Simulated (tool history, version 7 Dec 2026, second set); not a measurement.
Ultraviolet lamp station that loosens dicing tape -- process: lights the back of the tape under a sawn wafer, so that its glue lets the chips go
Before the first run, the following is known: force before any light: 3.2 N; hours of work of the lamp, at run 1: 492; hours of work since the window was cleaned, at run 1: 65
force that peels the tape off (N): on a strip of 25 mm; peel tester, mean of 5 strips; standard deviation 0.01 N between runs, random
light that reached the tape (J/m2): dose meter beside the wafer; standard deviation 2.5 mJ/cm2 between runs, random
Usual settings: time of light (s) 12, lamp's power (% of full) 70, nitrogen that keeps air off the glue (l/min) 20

run,hour,time of light (s),lamp's power (% of full),nitrogen that keeps air off the glue (l/min),hours of work of the lamp,hours of work since the window was cleaned,force that peels the tape off (N),light that reached the tape (J/m2)
1,0.0,12,70,20,492,65,0.783,1890
2,37.1,12,70,20,520,93,0.804,1820
3,66.3,12,70,9,542,115,1.173,1790
4,99.6,12,70,9,567,140,1.234,1700
5,131.3,12,70,20,591,164,0.919,1660
6,165.1,12,70,20,616,189,0.928,1630
7,198.3,12,70,20,641,214,0.951,1580
# hour 223.4: lamp changed
8,249.6,12,70,20,20,252,0.494,2760
9,280.6,12,64,20,43,276,0.576,2440
10,310.4,12,70,20,66,298,0.524,2610
11,344.1,12,70,20,91,324,0.547,2550
12,375.7,12,88,30,115,347,0.318,3160
13,419.4,12,86,29,148,380,0.364,2980
14,445.1,12,86,26,167,400,0.411,2950
15,471.4,12,86,26,187,420,0.400,2910
16,530.4,12,86,26,232,464,0.418,2740
17,578.1,8,84,10,268,500,1.148,1690
# hour 592.6: window cleaned of glue's vapour
18,636.5,16,69,11,311,33,0.569,3020
19,683.4,7,70,8,347,68,1.579,1290
20,712.5,23,70,15,369,90,0.351,4150

Forecast run 21:
21,766.4,23,70,15,409,131,?,?

{"run 21": {"force that peels the tape off (N)": 0.365, "light that reached the tape (J/m2)": 3980}}
Minus the tool's unlogged condition, the same run would have read force that peels the tape off (N) 0.264, light that reached the tape (J/m2) 5720.
